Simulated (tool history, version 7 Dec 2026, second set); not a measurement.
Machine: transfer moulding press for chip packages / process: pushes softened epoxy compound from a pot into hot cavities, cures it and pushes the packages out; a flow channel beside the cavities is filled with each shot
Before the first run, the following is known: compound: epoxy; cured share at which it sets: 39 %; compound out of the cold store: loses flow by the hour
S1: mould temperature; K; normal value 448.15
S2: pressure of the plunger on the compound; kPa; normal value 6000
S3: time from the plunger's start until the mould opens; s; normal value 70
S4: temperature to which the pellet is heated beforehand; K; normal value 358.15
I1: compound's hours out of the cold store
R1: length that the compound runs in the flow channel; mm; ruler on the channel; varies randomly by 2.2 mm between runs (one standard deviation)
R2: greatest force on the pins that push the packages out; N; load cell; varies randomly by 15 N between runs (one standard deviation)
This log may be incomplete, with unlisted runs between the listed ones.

run 1 day=0.000 | S1=448.15 S2=6000 S3=70 S4=358.15 | I1=33.1 | R1=670 R2=1023
run 2 day=0.750 | S1=448.15 S2=7230 S3=70 S4=358.15 | I1=35.9 | R1=723 R2=1118
-- day=0.925 cavities cleaned with cleaning compound and waxed
run 3 day=1.596 | S1=448.15 S2=6000 S3=70 S4=358.15 | I1=11.3 | R1=720 R2=986
-- day=2.067 plunger's sealing rings changed
run 4 day=2.067 | S1=448.15 S2=6000 S3=70 S4=350.15 | I1=22.6 | R1=722 R2=1093
run 5 day=2.421 | S1=448.15 S2=6000 S3=70 S4=358.15 | I1=42.3 | R1=666 R2=1063
-- day=2.942 cavities cleaned with cleaning compound and waxed
run 6 day=2.950 | S1=448.15 S2=6000 S3=70 S4=358.15 | I1=36.5 | R1=681 R2=676
run 7 day=3.579 | S1=448.15 S2=6000 S3=70 S4=358.15 | I1=17.5 | R1=731 R2=938
run 8 day=4.317 | S1=448.15 S2=6000 S3=70 S4=358.15 | I1=33.3 | R1=685 R2=1089
run 9 day=4.704 | S1=448.15 S2=6000 S3=70 S4=358.15 | I1=25.1 | R1=702 R2=1164
-- day=4.829 cavities cleaned with cleaning compound and waxed
run 10 day=5.367 | S1=448.15 S2=6000 S3=70 S4=354.15 | I1=42.1 | R1=654 R2=840
run 11 day=6.021 | S1=448.15 S2=6000 S3=70 S4=354.15 | I1=47.4 | R1=637 R2=1019
run 12 day=6.438 | S1=448.15 S2=6000 S3=70 S4=354.15 | I1=24.2 | R1=696 R2=1175
-- day=6.679 cavities cleaned with cleaning compound and waxed
run 13 day=6.929 | S1=448.15 S2=6000 S3=70 S4=354.15 | I1=16.4 | R1=715 R2=841
run 14 day=7.317 | S1=448.15 S2=6000 S3=70 S4=358.15 | I1=14.7 | R1=722 R2=974
run 15 day=8.092 | S1=448.15 S2=6000 S3=70 S4=358.15 | I1=34.9 | R1=659 R2=1078
-- day=8.550 cavities cleaned with cleaning compound and waxed
run 16 day=8.888 | S1=448.15 S2=6000 S3=70 S4=358.15 | I1=47.8 | R1=626 R2=787
-- day=9.438 plunger's sealing rings changed
run 17 day=9.654 | S1=449.15 S2=6000 S3=104 S4=358.15 | I1=33.0 | R1=691 R2=620
run 18 day=10.258 | S1=449.15 S2=4940 S3=104 S4=356.15 | I1=34.6 | R1=623 R2=706
-- day=10.517 cavities cleaned with cleaning compound and waxed
run 19 day=10.654 | S1=448.15 S2=6670 S3=74 S4=358.15 | I1=42.3 | R1=703 R2=649
run 20 day=11.233 | S1=448.15 S2=6670 S3=74 S4=358.15 | I1=9.6 | R1=798 R2=882
run 21 day=11.646 | S1=444.15 S2=4680 S3=70 S4=358.15 | I1=8.1 | R1=688 R2=1548
run 22 day=12.083 | S1=444.15 S2=4680 S3=70 S4=358.15 | I1=10.8 | R1=676 R2=1674
-- day=12.392 cavities cleaned with cleaning compound and waxed
run 23 day=12.954 | S1=449.15 S2=6000 S3=104 S4=363.15 | I1=31.8 | R1=676 R2=574
run 24 day=13.375 | S1=448.15 S2=6000 S3=70 S4=368.15 | I1=38.8 | R1=661 R2=972
run 25 day=13.871 | S1=448.15 S2=6000 S3=70 S4=367.15 | I1=39.3 | R1=658 R2=1073
-- day=14.242 cavities cleaned with cleaning compound and waxed
run 26 day=14.338 | S1=451.15 S2=6000 S3=70 S4=356.15 | I1=19.8 | R1=695 R2=644
run 27 day=14.838 | S1=441.15 S2=5040 S3=56 S4=362.15 | I1=22.5 | R1=665 R2=2347
run 28 day=15.367 | S1=456.15 S2=6840 S3=70 S4=362.15 | I1=23.7 | R1=710 R2=711
run 29 day=15.962 | S1=451.15 S2=6850 S3=70 S4=358.15 | I1=21.2 | R1=734 R2=1006

For some of the steps in R1 from one run to the next: how much would appear even if the tool had no hidden state, given the settings, what came in and random variation, and how much remains for the hidden state plus any gauge scatter that the measured result and the result without hidden state don't share?
Unlogged tool condition in this case: true mould temperature over the reading, C; pressure that reaches the compound, % of what is set; grip of the stained cavities, % over clean ones'; drift of the gauge itself on flow_mm, %; drift of the gauge itself on push_out_n, %.
Run 3 -> 4: S4 358.15 -> 350.15, plunger's sealing rings changed. R1 +2 mm: hidden state +35, all else -33.
Run 16 -> 17: S1 448.15 -> 449.15, S3 70 -> 104, plunger's sealing rings changed. R1 +65 mm: hidden state +31, all else +34.
Run 19 -> 20: no setting changed, nothing entered. R1 +95 mm: hidden state -4, all else +99.
Run 20 -> 21: S1 448.15 -> 444.15, S2 6670 -> 4680, S3 74 -> 70. R1 -110 mm: hidden state +0, all else -110.
